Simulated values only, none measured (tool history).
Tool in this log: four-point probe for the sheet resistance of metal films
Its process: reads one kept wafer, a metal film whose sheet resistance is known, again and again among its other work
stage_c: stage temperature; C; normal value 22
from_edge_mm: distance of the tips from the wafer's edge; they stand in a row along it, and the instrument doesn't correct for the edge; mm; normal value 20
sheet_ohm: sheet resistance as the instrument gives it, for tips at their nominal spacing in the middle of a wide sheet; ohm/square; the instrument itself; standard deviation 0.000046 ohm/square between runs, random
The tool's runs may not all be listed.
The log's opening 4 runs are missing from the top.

run 5 hour=57.9 | stage_c=22 from_edge_mm=20 | sheet_ohm=0.228903
run 6 hour=66.9 | stage_c=22 from_edge_mm=20 | sheet_ohm=0.228808
run 7 hour=86.9 | stage_c=19 from_edge_mm=20 | sheet_ohm=0.228305
run 8 hour=104.8 | stage_c=19 from_edge_mm=20 | sheet_ohm=0.228286
run 9 hour=123.4 | stage_c=19 from_edge_mm=20 | sheet_ohm=0.228373
run 10 hour=143.2 | stage_c=32 from_edge_mm=20 | sheet_ohm=0.230371
run 11 hour=152.8 | stage_c=22 from_edge_mm=4 | sheet_ohm=0.230661
run 12 hour=168.3 | stage_c=34 from_edge_mm=20 | sheet_ohm=0.230764
run 13 hour=183.6 | stage_c=25 from_edge_mm=20 | sheet_ohm=0.229221
run 14 hour=195.1 | stage_c=22 from_edge_mm=5 | sheet_ohm=0.229975
run 15 hour=211.5 | stage_c=22 from_edge_mm=5 | sheet_ohm=0.230022
run 16 hour=231.3 | stage_c=22 from_edge_mm=20 | sheet_ohm=0.228818
run 17 hour=241.1 | stage_c=22 from_edge_mm=20 | sheet_ohm=0.228868
run 18 hour=259.7 | stage_c=22 from_edge_mm=20 | sheet_ohm=0.228835
run 19 hour=272.8 | stage_c=22 from_edge_mm=20 | sheet_ohm=0.228872
run 20 hour=288.0 | stage_c=22 from_edge_mm=20 | sheet_ohm=0.228906
run 21 hour=298.2 | stage_c=22 from_edge_mm=4 | sheet_ohm=0.230627
run 22 hour=314.8 | stage_c=22 from_edge_mm=4 | sheet_ohm=0.230667
run 23 hour=330.8 | stage_c=20 from_edge_mm=13 | sheet_ohm=0.228588
run 24 hour=340.9 | stage_c=27 from_edge_mm=5 | sheet_ohm=0.230678
run 25 hour=361.1 | stage_c=23 from_edge_mm=20 | sheet_ohm=0.228959
run 26 hour=373.1 | stage_c=19 from_edge_mm=5 | sheet_ohm=0.229442
run 27 hour=386.5 | stage_c=25 from_edge_mm=10 | sheet_ohm=0.229537
run 28 hour=402.8 | stage_c=23 from_edge_mm=20 | sheet_ohm=0.229013

Estimate the outcome of run 29 from the log above:
run 29 hour=412.0 | stage_c=19 from_edge_mm=6 | sheet_ohm=?

For run 29 the tool returned sheet_ohm 0.229052 ohm/square.
Had the tool carried no hidden state, the very same run would have given sheet_ohm 0.229049 ohm/square.
